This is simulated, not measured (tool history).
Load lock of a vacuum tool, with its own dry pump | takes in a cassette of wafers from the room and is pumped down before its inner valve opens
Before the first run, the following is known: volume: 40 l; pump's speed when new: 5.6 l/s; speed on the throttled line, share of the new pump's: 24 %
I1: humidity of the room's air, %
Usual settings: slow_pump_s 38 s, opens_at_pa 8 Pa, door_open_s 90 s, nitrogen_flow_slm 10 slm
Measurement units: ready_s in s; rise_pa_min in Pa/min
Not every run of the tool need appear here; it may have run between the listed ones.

{"run": 1, "day": 0.0, "slow_pump_s": 38, "opens_at_pa": 8, "door_open_s": 90, "nitrogen_flow_slm": 10, "I1": 43.8, "ready_s": 104.0, "rise_pa_min": 0.062}
{"run": 2, "day": 6.554, "slow_pump_s": 23, "opens_at_pa": 8, "door_open_s": 90, "nitrogen_flow_slm": 10, "I1": 44.7, "ready_s": 92.2, "rise_pa_min": 0.061}
{"run": 3, "day": 14.975, "slow_pump_s": 23, "opens_at_pa": 8, "door_open_s": 90, "nitrogen_flow_slm": 10, "I1": 44.4, "ready_s": 93.5, "rise_pa_min": 0.063}
{"run": 4, "day": 25.583, "slow_pump_s": 23, "opens_at_pa": 14, "door_open_s": 90, "nitrogen_flow_slm": 10, "I1": 43.6, "ready_s": 88.8, "rise_pa_min": 0.062}
{"run": 5, "day": 36.875, "slow_pump_s": 23, "opens_at_pa": 14, "door_open_s": 90, "nitrogen_flow_slm": 10, "I1": 45.5, "ready_s": 88.2, "rise_pa_min": 0.065}
{"run": 6, "day": 47.175, "slow_pump_s": 23, "opens_at_pa": 14, "door_open_s": 90, "nitrogen_flow_slm": 10, "I1": 39.7, "ready_s": 88.5, "rise_pa_min": 0.056}
{"run": 7, "day": 58.479, "slow_pump_s": 23, "opens_at_pa": 14, "door_open_s": 90, "nitrogen_flow_slm": 10, "I1": 46.5, "ready_s": 90.9, "rise_pa_min": 0.067}
{"run": 8, "day": 64.383, "slow_pump_s": 23, "opens_at_pa": 14, "door_open_s": 90, "nitrogen_flow_slm": 10, "I1": 46.0, "ready_s": 90.7, "rise_pa_min": 0.059}
{"run": 9, "day": 71.321, "slow_pump_s": 38, "opens_at_pa": 8, "door_open_s": 90, "nitrogen_flow_slm": 10, "I1": 49.5, "ready_s": 105.4, "rise_pa_min": 0.073}
{"run": 10, "day": 77.083, "slow_pump_s": 38, "opens_at_pa": 8, "door_open_s": 90, "nitrogen_flow_slm": 10, "I1": 42.3, "ready_s": 106.3, "rise_pa_min": 0.064}
{"run": 11, "day": 87.783, "slow_pump_s": 38, "opens_at_pa": 8, "door_open_s": 90, "nitrogen_flow_slm": 10, "I1": 48.4, "ready_s": 105.6, "rise_pa_min": 0.073}
{"run": 12, "day": 94.725, "slow_pump_s": 38, "opens_at_pa": 8, "door_open_s": 90, "nitrogen_flow_slm": 10, "I1": 46.4, "ready_s": 106.9, "rise_pa_min": 0.068}
{"run": 13, "day": 104.896, "slow_pump_s": 38, "opens_at_pa": 8, "door_open_s": 90, "nitrogen_flow_slm": 10, "I1": 45.3, "ready_s": 107.2, "rise_pa_min": 0.072}
{"run": 14, "day": 112.454, "slow_pump_s": 38, "opens_at_pa": 8, "door_open_s": 90, "nitrogen_flow_slm": 10, "I1": 46.3, "ready_s": 107.2, "rise_pa_min": 0.069}
{"run": 15, "day": 117.792, "slow_pump_s": 38, "opens_at_pa": 8, "door_open_s": 90, "nitrogen_flow_slm": 10, "I1": 45.4, "ready_s": 107.6, "rise_pa_min": 0.064}
{"run": 16, "day": 127.475, "slow_pump_s": 38, "opens_at_pa": 8, "door_open_s": 90, "nitrogen_flow_slm": 10, "I1": 46.2, "ready_s": 107.2, "rise_pa_min": 0.073}
{"run": 17, "day": 133.079, "slow_pump_s": 38, "opens_at_pa": 8, "door_open_s": 90, "nitrogen_flow_slm": 10, "I1": 46.7, "ready_s": 109.1, "rise_pa_min": 0.073}
{"run": 18, "day": 140.696, "slow_pump_s": 38, "opens_at_pa": 8, "door_open_s": 90, "nitrogen_flow_slm": 10, "I1": 44.2, "ready_s": 109.3, "rise_pa_min": 0.073}
{"run": 19, "day": 145.708, "slow_pump_s": 40, "opens_at_pa": 6, "door_open_s": 50, "nitrogen_flow_slm": 10, "I1": 49.0, "ready_s": 112.6, "rise_pa_min": 0.064}
{"run": 20, "day": 156.979, "slow_pump_s": 55, "opens_at_pa": 8, "door_open_s": 90, "nitrogen_flow_slm": 10, "I1": 43.6, "ready_s": 121.3, "rise_pa_min": 0.07}
{"run": 21, "day": 168.5, "slow_pump_s": 71, "opens_at_pa": 9, "door_open_s": 55, "nitrogen_flow_slm": 10, "I1": 50.8, "ready_s": 133.8, "rise_pa_min": 0.072}
{"run": 22, "day": 173.45, "slow_pump_s": 71, "opens_at_pa": 9, "door_open_s": 55, "nitrogen_flow_slm": 10, "I1": 45.4, "ready_s": 132.2, "rise_pa_min": 0.065}
{"run": 23, "day": 181.362, "slow_pump_s": 71, "opens_at_pa": 9, "door_open_s": 209, "nitrogen_flow_slm": 24, "I1": 45.2, "ready_s": 132.0, "rise_pa_min": 0.08}
{"run": 24, "day": 192.296, "slow_pump_s": 71, "opens_at_pa": 9, "door_open_s": 209, "nitrogen_flow_slm": 24, "I1": 48.5, "ready_s": 132.8, "rise_pa_min": 0.088}
{"run": 25, "day": 198.083, "slow_pump_s": 71, "opens_at_pa": 9, "door_open_s": 209, "nitrogen_flow_slm": 24, "I1": 41.9, "ready_s": 132.2, "rise_pa_min": 0.079}
{"run": 26, "day": 205.133, "slow_pump_s": 71, "opens_at_pa": 8, "door_open_s": 49, "nitrogen_flow_slm": 24, "I1": 47.2, "ready_s": 134.0, "rise_pa_min": 0.061}
{"run": 27, "day": 216.096, "slow_pump_s": 71, "opens_at_pa": 8, "door_open_s": 49, "nitrogen_flow_slm": 24, "I1": 42.5, "ready_s": 135.9, "rise_pa_min": 0.063}
{"run": 28, "day": 224.05, "slow_pump_s": 71, "opens_at_pa": 8, "door_open_s": 49, "nitrogen_flow_slm": 24, "I1": 44.0, "ready_s": 135.4, "rise_pa_min": 0.06}
{"run": 29, "day": 228.858, "slow_pump_s": 36, "opens_at_pa": 12, "door_open_s": 34, "nitrogen_flow_slm": 25, "I1": 41.5, "ready_s": 106.3, "rise_pa_min": 0.055}
{"run": 30, "day": 237.929, "slow_pump_s": 36, "opens_at_pa": 12, "door_open_s": 34, "nitrogen_flow_slm": 25, "I1": 41.5, "ready_s": 105.9, "rise_pa_min": 0.056}
{"run": 31, "day": 246.467, "slow_pump_s": 36, "opens_at_pa": 12, "door_open_s": 34, "nitrogen_flow_slm": 25, "I1": 41.4, "ready_s": 107.7, "rise_pa_min": 0.052}
{"run": 32, "day": 253.679, "slow_pump_s": 19, "opens_at_pa": 8, "door_open_s": 90, "nitrogen_flow_slm": 10, "I1": 44.6, "ready_s": 98.2, "rise_pa_min": 0.081}
{"run": 33, "day": 265.508, "slow_pump_s": 19, "opens_at_pa": 8, "door_open_s": 90, "nitrogen_flow_slm": 10, "I1": 45.7, "ready_s": 99.1, "rise_pa_min": 0.086}
{"run": 34, "day": 275.488, "slow_pump_s": 33, "opens_at_pa": 11, "door_open_s": 90, "nitrogen_flow_slm": 10, "I1": 45.3, "ready_s": 91.5, "rise_pa_min": 0.088}
{"run": 35, "day": 283.729, "slow_pump_s": 38, "opens_at_pa": 8, "door_open_s": 90, "nitrogen_flow_slm": 6, "I1": 44.1, "ready_s": 96.2, "rise_pa_min": 0.092}
{"run": 36, "day": 289.104, "slow_pump_s": 38, "opens_at_pa": 8, "door_open_s": 106, "nitrogen_flow_slm": 10, "I1": 44.9, "ready_s": 97.9, "rise_pa_min": 0.094}

Taken out of this log: 1 entry between the listed runs. Where each belongs, and how the hidden state differs across it:
From run 33 to run 34: dry pump taken out, an overhauled one fitted (day 266.683)
  pump's speed, % of a new pump's: 78.9 -> 100.4; leak at the door's seal, Pa l/s: 0.0232 -> 0.0243
  what was measured, less what the result would be without the hidden state, ready_s: +17.0 -> -0.3 s; rise_pa_min: +0.032 -> +0.034 Pa/min

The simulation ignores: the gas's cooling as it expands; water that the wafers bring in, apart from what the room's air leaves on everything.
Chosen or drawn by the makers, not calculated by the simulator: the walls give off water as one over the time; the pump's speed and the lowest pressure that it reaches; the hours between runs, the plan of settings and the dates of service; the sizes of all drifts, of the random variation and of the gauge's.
